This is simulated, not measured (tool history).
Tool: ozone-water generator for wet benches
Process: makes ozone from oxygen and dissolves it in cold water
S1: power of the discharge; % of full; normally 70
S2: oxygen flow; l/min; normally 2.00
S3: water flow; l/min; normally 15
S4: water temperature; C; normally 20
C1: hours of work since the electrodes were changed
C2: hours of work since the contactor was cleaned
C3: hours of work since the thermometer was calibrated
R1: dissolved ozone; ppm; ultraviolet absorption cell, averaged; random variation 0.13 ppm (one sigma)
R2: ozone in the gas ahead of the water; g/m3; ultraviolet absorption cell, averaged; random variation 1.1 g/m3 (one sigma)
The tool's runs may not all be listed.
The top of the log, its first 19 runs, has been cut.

{"run": 20, "hour": 696.5, "S1": 70, "S2": 2.0, "S3": 13, "S4": 12, "C1": 1555, "C2": 4962, "C3": 1936, "R1": 15.9, "R2": 174.5}
{"run": 21, "hour": 737.2, "S1": 70, "S2": 2.0, "S3": 13, "S4": 12, "C1": 1591, "C2": 4999, "C3": 1972, "R1": 16.2, "R2": 175.9}
{"run": 22, "hour": 773.7, "S1": 74, "S2": 1.75, "S3": 9, "S4": 27, "C1": 1624, "C2": 5031, "C3": 2005, "R1": 18.2, "R2": 191.4}
{"run": 23, "hour": 820.0, "S1": 40, "S2": 1.04, "S3": 22, "S4": 20, "C1": 1665, "C2": 5073, "C3": 2046, "R1": 4.7, "R2": 147.6}
{"hour": 826.9, "done": "contactor cleaned"}
{"run": 24, "hour": 872.8, "S1": 45, "S2": 1.53, "S3": 15, "S4": 26, "C1": 1709, "C2": 41, "C3": 2090, "R1": 8.4, "R2": 138.2}
{"run": 25, "hour": 897.3, "S1": 45, "S2": 1.53, "S3": 15, "S4": 26, "C1": 1731, "C2": 63, "C3": 2112, "R1": 8.2, "R2": 139.0}
{"run": 26, "hour": 930.0, "S1": 70, "S2": 2.0, "S3": 14, "S4": 23, "C1": 1760, "C2": 92, "C3": 2141, "R1": 13.9, "R2": 172.6}
{"run": 27, "hour": 979.3, "S1": 90, "S2": 2.0, "S3": 15, "S4": 16, "C1": 1804, "C2": 136, "C3": 2185, "R1": 16.7, "R2": 207.0}
{"run": 28, "hour": 1012.6, "S1": 63, "S2": 2.0, "S3": 22, "S4": 16, "C1": 1834, "C2": 166, "C3": 2215, "R1": 9.1, "R2": 158.7}
{"run": 29, "hour": 1049.0, "S1": 98, "S2": 1.32, "S3": 22, "S4": 16, "C1": 1866, "C2": 198, "C3": 2247, "R1": 10.3, "R2": 257.4}
{"run": 30, "hour": 1094.2, "S1": 98, "S2": 1.32, "S3": 22, "S4": 16, "C1": 1907, "C2": 239, "C3": 2288, "R1": 10.5, "R2": 259.6}
{"run": 31, "hour": 1121.6, "S1": 70, "S2": 2.0, "S3": 10, "S4": 19, "C1": 1931, "C2": 263, "C3": 2312, "R1": 18.8, "R2": 171.4}
{"run": 32, "hour": 1174.4, "S1": 70, "S2": 1.39, "S3": 24, "S4": 13, "C1": 1978, "C2": 311, "C3": 2359, "R1": 7.6, "R2": 197.6}

Below are 5 alternative next runs, each starting from the tool's condition after run 32. Predict each:
{"run": "A", "hour": 1199.2, "S1": 45, "S2": 2.0, "S3": 22, "S4": 20, "C1": 2000, "C2": 333, "C3": 2382, "R1": "?", "R2": "?"}
{"run": "B", "hour": 1199.2, "S1": 83, "S2": 2.81, "S3": 15, "S4": 20, "C1": 2000, "C2": 333, "C3": 2382, "R1": "?", "R2": "?"}
{"run": "C", "hour": 1199.2, "S1": 40, "S2": 1.39, "S3": 12, "S4": 23, "C1": 2000, "C2": 333, "C3": 2382, "R1": "?", "R2": "?"}
{"run": "D", "hour": 1199.2, "S1": 57, "S2": 2.0, "S3": 17, "S4": 13, "C1": 2000, "C2": 333, "C3": 2382, "R1": "?", "R2": "?"}
{"run": "E", "hour": 1199.2, "S1": 56, "S2": 1.59, "S3": 15, "S4": 17, "C1": 2000, "C2": 333, "C3": 2382, "R1": "?", "R2": "?"}

run=A R1=6.7 R2=123.1
run=B R1=16.6 R2=170.8
run=C R1=9.0 R2=130.1
run=D R1=11.0 R2=146.8
run=E R1=10.7 R2=159.2
With no hidden state in the tool, these same runs would have given:
run=A R1=7.1 R2=129.7
run=B R1=18.3 R2=187.0
run=C R1=9.5 R2=136.1
run=D R1=11.9 R2=157.0
run=E R1=11.5 R2=170.0
